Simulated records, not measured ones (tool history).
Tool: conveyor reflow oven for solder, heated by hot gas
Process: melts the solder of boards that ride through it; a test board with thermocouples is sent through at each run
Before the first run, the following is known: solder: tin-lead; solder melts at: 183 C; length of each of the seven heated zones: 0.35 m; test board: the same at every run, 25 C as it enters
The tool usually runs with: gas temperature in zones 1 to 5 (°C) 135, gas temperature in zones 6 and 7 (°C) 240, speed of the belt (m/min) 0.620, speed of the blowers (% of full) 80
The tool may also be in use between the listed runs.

| run | hour | gas temperature in zones 1 to 5 (°C) | gas temperature in zones 6 and 7 (°C) | speed of the belt (m/min) | speed of the blowers (% of full) | highest temperature of the board (°C) | time above the solder's melting point (s) |
|---|---|---|---|---|---|---|---|
| 1 | 0.0 | 135 | 240 | 0.620 | 80 | 227.7 | 57.2 |
| 2 | 13.2 | 135 | 240 | 0.620 | 80 | 227.6 | 57.5 |
| 3 | 19.9 | 135 | 240 | 0.620 | 80 | 227.6 | 57.3 |
| 4 | 33.7 | 135 | 240 | 0.620 | 80 | 227.6 | 57.0 |
| 5 | 47.3 | 135 | 240 | 0.620 | 80 | 227.7 | 57.1 |
| 6 | 59.6 | 135 | 240 | 0.670 | 80 | 225.4 | 51.7 |
| 7 | 71.5 | 135 | 240 | 0.670 | 80 | 225.1 | 51.6 |
| 8 | 82.9 | 135 | 240 | 0.670 | 80 | 225.4 | 51.5 |
| 9 | 90.2 | 120 | 240 | 0.620 | 80 | 225.6 | 52.5 |
| 10 | 105.1 | 125 | 242 | 0.555 | 72 | 229.3 | 61.8 |
| 11 | 115.1 | 145 | 242 | 0.599 | 72 | 229.3 | 63.3 |
| 12 | 123.0 | 145 | 242 | 0.599 | 72 | 229.7 | 63.1 |
| 13 | 132.7 | 145 | 242 | 0.599 | 72 | 229.6 | 62.8 |

5 options for the next run, each taken on its own from the tool as it stands now. Forecast them:
| A | 140.8 | 124 | 239 | 0.735 | 80 | ? | ? |
| B | 140.8 | 143 | 242 | 0.599 | 72 | ? | ? |
| C | 140.8 | 148 | 240 | 0.551 | 80 | ? | ? |
| D | 140.8 | 135 | 240 | 0.620 | 73 | ? | ? |
| E | 140.8 | 146 | 242 | 0.599 | 72 | ? | ? |

| run | highest temperature of the board (°C) | time above the solder's melting point (s) |
|---|---|---|
| A | 219.1 | 40.7 |
| B | 229.1 | 62.7 |
| C | 231.7 | 71.0 |
| D | 225.7 | 56.3 |
| E | 229.4 | 63.6 |
Take away the tool's hidden state, keep each run's random variation, and the runs would have read:
| run | highest temperature of the board (°C) | time above the solder's melting point (s) |
|---|---|---|
| A | 219.7 | 40.7 |
| B | 229.4 | 62.1 |
| C | 231.9 | 70.2 |
| D | 226.0 | 55.8 |
| E | 229.6 | 63.0 |
